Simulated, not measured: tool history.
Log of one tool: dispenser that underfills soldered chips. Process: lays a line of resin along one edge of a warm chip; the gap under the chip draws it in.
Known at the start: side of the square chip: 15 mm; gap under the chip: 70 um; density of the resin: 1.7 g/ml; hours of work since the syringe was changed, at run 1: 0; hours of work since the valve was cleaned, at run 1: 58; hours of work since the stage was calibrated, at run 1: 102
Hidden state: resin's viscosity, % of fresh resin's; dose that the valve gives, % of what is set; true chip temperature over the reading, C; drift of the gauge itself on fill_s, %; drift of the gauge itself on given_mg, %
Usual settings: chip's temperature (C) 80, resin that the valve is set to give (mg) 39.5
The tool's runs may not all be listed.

| run | hour | chip's temperature (C) | resin that the valve is set to give (mg) | hours of work since the syringe was changed | hours of work since the valve was cleaned | hours of work since the stage was calibrated | time until the resin shows at the far edge (s) | resin that the valve gave (mg) |
|---|---|---|---|---|---|---|---|---|
| 1 | 0 | 80 | 39.5 | 0 | 58 | 102 | 208.6 | 37.03 |
| 2 | 2.9 | 80 | 39.5 | 3 | 61 | 105 | 248.2 | 37.2 |
|  | 6.4 | new syringe of resin |
| 3 | 8.2 | 80 | 39.5 | 1 | 65 | 109 | 226.2 | 36.74 |
| 4 | 11.9 | 80 | 39.5 | 4 | 68 | 112 | 279.5 | 36.67 |
|  | 13.3 | new syringe of resin |
| 5 | 16.1 | 73 | 39.5 | 2 | 71 | 115 | 305.8 | 36.47 |
| 6 | 19.6 | 91 | 39.5 | 5 | 73 | 118 | 209 | 36.58 |
|  | 20.1 | new syringe of resin |
| 7 | 24.5 | 91 | 47.5 | 3 | 77 | 121 | 179.1 | 43.83 |
|  | 27.3 | new syringe of resin |
| 8 | 27.7 | 74 | 39.5 | 0 | 79 | 124 | 257.4 | 36.4 |
| 9 | 30.3 | 74 | 39.5 | 2 | 82 | 126 | 300.5 | 36.06 |
| 10 | 32.8 | 74 | 39.5 | 4 | 83 | 128 | 340.2 | 36.08 |
|  | 34.2 | new syringe of resin |
| 11 | 37.2 | 74 | 39.5 | 2 | 87 | 131 | 306.4 | 35.89 |
|  | 41.1 | new syringe of resin |
| 12 | 41.1 | 74 | 39.5 | 0 | 90 | 134 | 254.5 | 36.14 |
| 13 | 44.4 | 74 | 39.5 | 3 | 92 | 136 | 302.1 | 35.83 |
|  | 48.2 | new syringe of resin |
| 14 | 49.5 | 74 | 39.5 | 1 | 96 | 140 | 271.3 | 35.75 |
| 15 | 54 | 74 | 39.5 | 5 | 100 | 144 | 344.9 | 35.61 |
|  | 55.1 | new syringe of resin |
| 16 | 57.8 | 74 | 39.5 | 2 | 102 | 147 | 295 | 35.33 |
|  | 61.9 | new syringe of resin |
| 17 | 63.2 | 74 | 39.5 | 1 | 107 | 151 | 269.9 | 35.13 |
| 18 | 67.3 | 69 | 39.5 | 4 | 110 | 154 | 400.5 | 35.06 |

Run 19 comes next. What will it give?
|  | 68.9 | new syringe of resin |
| 19 | 71.1 | 85 | 42.1 | 2 | 113 | 157 | ? | ? |

Run 19 gave time until the resin shows at the far edge (s) 205.6, resin that the valve gave (mg) 37.38.
Without the tool's hidden state the same run would have given time until the resin shows at the far edge (s) 169.6, resin that the valve gave (mg) 42.22.
